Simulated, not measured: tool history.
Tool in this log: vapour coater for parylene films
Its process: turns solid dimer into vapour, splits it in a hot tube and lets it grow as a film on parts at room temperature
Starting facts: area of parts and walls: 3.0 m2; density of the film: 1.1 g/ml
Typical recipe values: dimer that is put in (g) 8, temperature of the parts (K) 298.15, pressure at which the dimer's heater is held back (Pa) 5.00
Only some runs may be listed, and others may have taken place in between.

| run | hour | dimer that is put in (g) | temperature of the parts (K) | pressure at which the dimer's heater is held back (Pa) | thickness of the film (µm) |
|---|---|---|---|---|---|
| 1 | 0.0 | 8 | 298.15 | 5.00 | 1.51 |
| 2 | 26.9 | 8 | 293.15 | 5.00 | 1.75 |
| 3 | 47.8 | 5 | 293.15 | 5.00 | 1.08 |
| 4 | 77.1 | 8 | 298.15 | 2.12 | 1.63 |
| 5 | 108.6 | 5 | 298.15 | 5.00 | 0.99 |
| 6 | 139.3 | 5 | 298.15 | 5.00 | 0.96 |
| 7 | 169.1 | 8 | 298.15 | 5.00 | 1.52 |
| 8 | 199.9 | 8 | 298.15 | 5.00 | 1.51 |
| 9 | 221.9 | 8 | 298.15 | 5.00 | 1.54 |
| 10 | 241.9 | 8 | 298.15 | 5.00 | 1.55 |
| 11 | 270.6 | 8 | 298.15 | 5.00 | 1.52 |
| 12 | 291.8 | 11 | 301.15 | 5.00 | 1.93 |
| 13 | 305.5 | 7 | 298.15 | 5.11 | 1.33 |
| 14 | 324.4 | 8 | 304.15 | 4.45 | 1.31 |
|  | 355.1 | trap's valve overhauled |
| 15 | 359.1 | 8 | 304.15 | 4.45 | 1.32 |
| 16 | 381.5 | 8 | 304.15 | 4.45 | 1.32 |
| 17 | 406.8 | 13 | 298.15 | 5.00 | 2.57 |
| 18 | 425.8 | 3 | 292.15 | 2.13 | 0.69 |
| 19 | 445.7 | 3 | 292.15 | 7.18 | 0.63 |
| 20 | 465.8 | 3 | 292.15 | 6.29 | 0.66 |
| 21 | 486.0 | 3 | 308.15 | 5.00 | 0.45 |

5 options for the next run, each taken on its own from the tool as it stands now. Forecast them:
| A | 515.2 | 8 | 291.15 | 10.97 | ? |
| B | 515.2 | 8 | 297.15 | 5.00 | ? |
| C | 515.2 | 9 | 294.15 | 4.90 | ? |
| D | 515.2 | 4 | 308.15 | 5.00 | ? |
| E | 515.2 | 13 | 303.15 | 10.22 | ? |

| run | thickness of the film (µm) |
|---|---|
| A | 1.68 |
| B | 1.55 |
| C | 1.89 |
| D | 0.60 |
| E | 2.03 |
Without the tool's unlogged condition, the same runs would have read:
| run | thickness of the film (µm) |
|---|---|
| A | 1.68 |
| B | 1.55 |
| C | 1.89 |
| D | 0.60 |
| E | 2.03 |
